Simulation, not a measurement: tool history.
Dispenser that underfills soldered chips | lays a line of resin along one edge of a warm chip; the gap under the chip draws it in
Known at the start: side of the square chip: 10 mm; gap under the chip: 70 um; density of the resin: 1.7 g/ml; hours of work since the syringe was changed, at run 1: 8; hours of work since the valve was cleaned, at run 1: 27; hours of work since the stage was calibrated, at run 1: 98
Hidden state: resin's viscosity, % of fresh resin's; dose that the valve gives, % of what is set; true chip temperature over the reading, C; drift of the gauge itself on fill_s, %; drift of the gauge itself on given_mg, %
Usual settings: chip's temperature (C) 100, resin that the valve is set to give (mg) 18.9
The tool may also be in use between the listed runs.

run	hour	chip's temperature (C)	resin that the valve is set to give (mg)	hours of work since the syringe was changed	hours of work since the valve was cleaned	hours of work since the stage was calibrated	time until the resin shows at the far edge (s)	resin that the valve gave (mg)
1	0.0	100	18.9	8	27	98	157.1	18.49
# hour 3.7: new syringe of resin
2	5.6	100	18.9	1	31	102	87.8	18.51
3	12.2	100	18.9	6	36	107	130.1	18.46
4	16.1	100	18.9	9	39	110	164.4	18.49
# hour 18.3: new syringe of resin
5	21.7	100	18.9	3	43	114	96.9	18.29
6	26.8	90	18.9	6	47	118	169.5	18.36
7	31.5	90	18.9	10	50	122	217.7	18.31
# hour 33.2: new syringe of resin
8	36.0	90	18.9	2	53	125	122.8	18.22
9	42.0	100	24.3	7	58	129	129.4	23.42
10	45.5	100	24.3	9	61	132	159.1	23.30
# hour 47.7: new syringe of resin
11	49.8	93	18.9	2	64	135	105.3	18.10
12	54.4	113	18.9	5	67	138	83.9	18.06
13	59.5	90	18.9	9	71	142	203.4	18.07
# hour 62.7: new syringe of resin
14	65.0	90	18.9	2	75	146	119.8	18.03
15	72.3	100	22.5	7	80	151	139.8	21.45
16	75.3	100	18.9	9	82	154	171.2	18.05
# hour 77.2: new syringe of resin
# hour 78.5: dispensing valve cleaned and set on the balance
17	80.2	100	18.9	2	1	156	90.1	18.87
18	84.8	100	18.9	5	5	160	117.0	18.75
19	90.9	100	18.9	10	9	165	169.2	18.69
# hour 92.9: new syringe of resin
20	97.4	98	22.1	3	14	169	107.5	21.89
21	100.8	86	18.1	6	17	172	183.1	17.94
22	105.0	86	18.2	9	20	175	233.7	17.97
# hour 107.5: new syringe of resin
23	108.5	94	23.8	1	22	177	95.8	23.26
24	113.1	100	21.4	4	26	181	109.5	20.97
25	117.4	101	24.5	7	29	184	136.9	24.06
# hour 122.2: new syringe of resin
26	124.7	88	21.4	2	34	189	121.4	20.81
27	130.1	88	21.4	6	38	193	172.3	20.79
28	136.1	88	17.7	10	43	198	252.9	17.22
# hour 137.1: new syringe of resin
29	143.3	88	17.7	5	48	203	159.3	17.16
30	147.8	88	17.7	8	51	206	205.8	17.04
# hour 152.1: new syringe of resin
31	152.2	88	17.7	0	54	209	110.1	17.06
32	157.1	88	17.7	4	58	213	150.4	17.04
33	161.6	113	21.8	7	61	217	97.2	21.04
# hour 166.8: new syringe of resin
34	168.6	111	20.4	1	66	222	66.7	19.54
35	174.6	111	23.7	6	71	226	94.1	22.62
36	180.5	99	19.5	10	75	230	183.8	18.51

Measured less the same run without the tool's hidden state. The same run-to-run variation is in both; the gauge's scatter may not be:
run	time until the resin shows at the far edge (s)	resin that the valve gave (mg)
1	+76.0	-0.32
2	+7.9	-0.37
3	+50.0	-0.42
4	+84.2	-0.46
5	+16.4	-0.50
6	+65.2	-0.54
7	+116.5	-0.59
8	+17.6	-0.62
9	+51.3	-0.88
10	+81.3	-0.91
11	+9.8	-0.74
12	+25.7	-0.78
13	+99.3	-0.83
14	+16.3	-0.87
15	+60.8	-1.11
16	+90.7	-0.95
17	+9.2	-0.07
18	+37.1	-0.11
19	+88.6	-0.16
20	+22.6	-0.24
21	+64.9	-0.22
22	+116.1	-0.26
23	+4.2	-0.37
24	+29.9	-0.38
25	+59.4	-0.49
26	+13.5	-0.49
27	+61.5	-0.55
28	+138.8	-0.50
29	+47.2	-0.56
30	+94.7	-0.59
31	-2.0	-0.63
32	+36.1	-0.66
33	+40.5	-0.87
34	+6.5	-0.86
35	+34.3	-1.07
36	+101.3	-0.94
